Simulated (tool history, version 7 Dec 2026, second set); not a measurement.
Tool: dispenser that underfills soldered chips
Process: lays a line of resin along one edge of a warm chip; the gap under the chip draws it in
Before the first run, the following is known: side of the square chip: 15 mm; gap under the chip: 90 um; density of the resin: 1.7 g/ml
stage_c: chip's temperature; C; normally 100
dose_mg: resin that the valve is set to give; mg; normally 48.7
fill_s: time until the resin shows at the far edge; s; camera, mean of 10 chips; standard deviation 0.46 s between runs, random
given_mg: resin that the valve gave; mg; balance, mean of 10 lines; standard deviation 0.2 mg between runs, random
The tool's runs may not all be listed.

run   hour  stage_c  dose_mg  fill_s  given_mg
  1      0      100     48.7    44.9     48.22
  2    3.3      100     48.7    52.1     48.33
       7.5  -- new syringe of resin
  3    8.5      100     46.4    35.4     46.25
  4   12.6      100     42.1    46.7     41.63
  5   17.6      100     42.1    60.9      41.8
        20  -- new syringe of resin
  6   22.4      100     42.1    41.2      41.6
  7   28.7      100     60.4    52.5      60.1
      32.2  -- new syringe of resin
  8   34.4      100     60.4    35.6     59.66
  9   38.6      100     60.4    44.9     59.79
 10   41.8      100     60.4    53.8     59.64
      44.4  -- new syringe of resin
 11   47.6      100     48.7    39.7     47.97
 12   52.3      100     48.7    51.7     47.97
        57  -- new syringe of resin
 13   59.8      115     48.7    22.7     47.79
 14   66.8      100     48.7    55.8     47.68
      69.5  -- new syringe of resin
 15   74.5      100     58.7    42.8     57.17
 16   80.2      100     48.7    59.7      47.6
        82  -- new syringe of resin
 17   86.4       93     48.7    52.7     47.54
 18   91.3      100     55.7    52.9     53.86
      94.3  -- new syringe of resin
 19   95.1      109     53.8    24.7     52.22
 20   99.3      109     53.8    31.9      52.4
 21  106.1      109     42.7    49.2     41.15
     106.9  -- new syringe of resin
 22  111.2      106     48.7      35     46.82
 23  116.5      106     48.7    45.2     46.73
     119.3  -- new syringe of resin
 24  123.5      106     48.7    35.2        47
     131.5  -- new syringe of resin
 25  131.5      106     48.7    26.6     46.79
 26  136.1      106     48.7      35     46.85
       142  -- dispensing valve cleaned and set on the balance
     144.7  -- new syringe of resin
 27  144.7      107     48.5    25.5     48.86
 28  148.8      109     51.7    30.4      51.9
 29  155.2      109     51.7    42.2     52.01
     156.9  -- new syringe of resin
 30  160.4       89     63.1    55.8     63.13
 31  164.2      101     49.8    45.7     49.61
     169.2  -- new syringe of resin
 32  171.1      101     49.8    33.9     49.65
 33    176      102     41.8    46.1     41.55
     181.7  -- new syringe of resin
 34  183.8       93     45.2    47.2     44.91
 35  190.4       94     49.1    64.1     48.33

Branching from run 35: 5 alternative next runs. What would each branch give?
     194.3  -- new syringe of resin
  A  194.3      100     52.9       ?         ?
     194.3  -- new syringe of resin
  B  194.3       89     43.8       ?         ?
     194.3  -- new syringe of resin
  C  194.3      106     49.1       ?         ?
     194.3  -- new syringe of resin
  D  194.3      108     56.8       ?         ?
     194.3  -- new syringe of resin
  E  194.3       91     57.8       ?         ?

run  fill_s  given_mg
  A    32.5      52.1
  B    51.3      43.6
  C    26.1     48.73
  D    24.8     56.11
  E    43.2     57.32
With no hidden state in the tool, these same runs would have given:
run  fill_s  given_mg
  A    34.6     52.66
  B    54.8     44.07
  C    27.7     49.26
  D    26.3     56.72
  E    46.3     57.94
